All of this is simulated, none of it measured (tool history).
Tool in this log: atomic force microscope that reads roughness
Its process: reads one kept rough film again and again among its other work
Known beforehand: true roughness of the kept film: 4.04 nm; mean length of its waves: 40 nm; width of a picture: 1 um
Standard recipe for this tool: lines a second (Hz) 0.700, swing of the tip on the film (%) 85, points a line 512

run	hour	lines a second (Hz)	swing of the tip on the film (%)	points a line	roughness of the kept film (nm (root mean square))
1	0.0	0.700	85	512	3.054
2	9.0	0.700	85	512	3.039
# hour 11.4: new tip fitted
3	22.4	0.700	60	512	3.734
4	34.0	0.700	60	512	3.722
5	52.1	0.700	85	552	3.578
6	64.0	0.700	85	552	3.596
7	83.7	0.700	64	512	3.639
8	99.1	1.480	85	512	3.371
9	112.8	1.480	85	512	3.366
10	130.1	1.480	85	512	3.317
# hour 132.0: height scale calibrated on a step standard
11	141.6	1.480	85	512	3.333
12	160.8	0.700	85	512	3.446
# hour 173.6: height scale calibrated on a step standard, once more
13	175.4	1.118	85	512	3.317
14	185.4	2.526	82	512	3.145
15	202.2	2.526	82	512	3.123
16	219.7	2.526	82	512	3.111
17	231.7	3.612	81	512	2.967
18	242.7	0.700	85	679	3.306
19	251.9	1.007	58	568	3.368
20	269.1	1.007	58	568	3.339
21	285.1	1.007	58	493	3.328
22	301.4	0.828	68	521	3.310
23	315.0	1.173	58	512	3.298
24	334.8	1.315	85	512	3.090
25	352.3	0.759	61	390	3.275

Forecast each of these 3 alternatives for the next run:
A	368.5	0.666	82	607	?
B	368.5	1.186	80	512	?
C	368.5	1.173	66	297	?

run	roughness of the kept film (nm (root mean square))
A	3.205
B	3.104
C	3.199
Had the tool no hidden state, the same runs would have come out as:
run	roughness of the kept film (nm (root mean square))
A	3.691
B	3.574
C	3.684
